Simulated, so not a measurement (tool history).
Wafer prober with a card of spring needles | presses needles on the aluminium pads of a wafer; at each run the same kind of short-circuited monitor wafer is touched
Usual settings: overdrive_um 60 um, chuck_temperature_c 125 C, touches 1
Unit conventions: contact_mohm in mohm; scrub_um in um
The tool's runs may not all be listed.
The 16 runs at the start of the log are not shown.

run	hour	overdrive_um	chuck_temperature_c	touches	contact_mohm	scrub_um
# hour 299.2: tips cleaned on abrasive film
# hour 312.8: tips cleaned on abrasive film
17	323.1	60	39	1	319	13.28
# hour 328.6: tips cleaned on abrasive film
# hour 343.9: tips cleaned on abrasive film
18	351.7	60	67	3	269	13.25
# hour 359.1: tips cleaned on abrasive film
19	369.2	54	84	1	346	11.91
# hour 372.8: tips cleaned on abrasive film
# hour 386.5: tips cleaned on abrasive film
20	391.7	54	84	1	324	11.88
# hour 402.3: tips cleaned on abrasive film
# hour 416.1: tips cleaned on abrasive film
21	419.4	44	83	1	354	9.64
# hour 431.4: tips cleaned on abrasive film
# hour 444.8: tips cleaned on abrasive film
22	444.8	44	83	1	256	9.64
# hour 459.5: tips cleaned on abrasive film
23	463.8	44	83	1	377	9.53
# hour 474.1: tips cleaned on abrasive film
# hour 488.7: tips cleaned on abrasive film
24	490.4	44	83	1	316	9.53
# hour 504.2: tips cleaned on abrasive film
25	516.2	44	56	1	414	9.5
# hour 518.2: tips cleaned on abrasive film
# hour 531.9: tips cleaned on abrasive film
26	544.7	53	52	1	363	11.46
# hour 546.2: tips cleaned on abrasive film
27	557.7	53	52	1	362	11.49
# hour 561.7: tips cleaned on abrasive film
# hour 576: tips cleaned on abrasive film
28	586.8	60	33	1	333	13.01
# hour 591.7: tips cleaned on abrasive film
29	602.5	79	49	1	290	17.19
# hour 607.4: tips cleaned on abrasive film
# hour 622.7: tips cleaned on abrasive film
30	630.3	60	125	3	280	12.96

Alternative continuations, all from the tool just after run 30; predict every row:
# hour 638.2: tips cleaned on abrasive film
# hour 652.7: tips cleaned on abrasive film
A	656.3	60	120	1	?	?
# hour 638.2: tips cleaned on abrasive film
# hour 652.7: tips cleaned on abrasive film
B	656.3	60	104	3	?	?
# hour 638.2: tips cleaned on abrasive film
# hour 652.7: tips cleaned on abrasive film
C	656.3	43	79	1	?	?
# hour 638.2: tips cleaned on abrasive film
# hour 652.7: tips cleaned on abrasive film
D	656.3	62	125	1	?	?

run	contact_mohm	scrub_um
A	318	12.86
B	266	12.9
C	374	9.11
D	311	13.36
Without the tool's unlogged condition, the same runs would have read:
run	contact_mohm	scrub_um
A	250	13.3
B	239	13.34
C	242	9.55
D	249	13.8
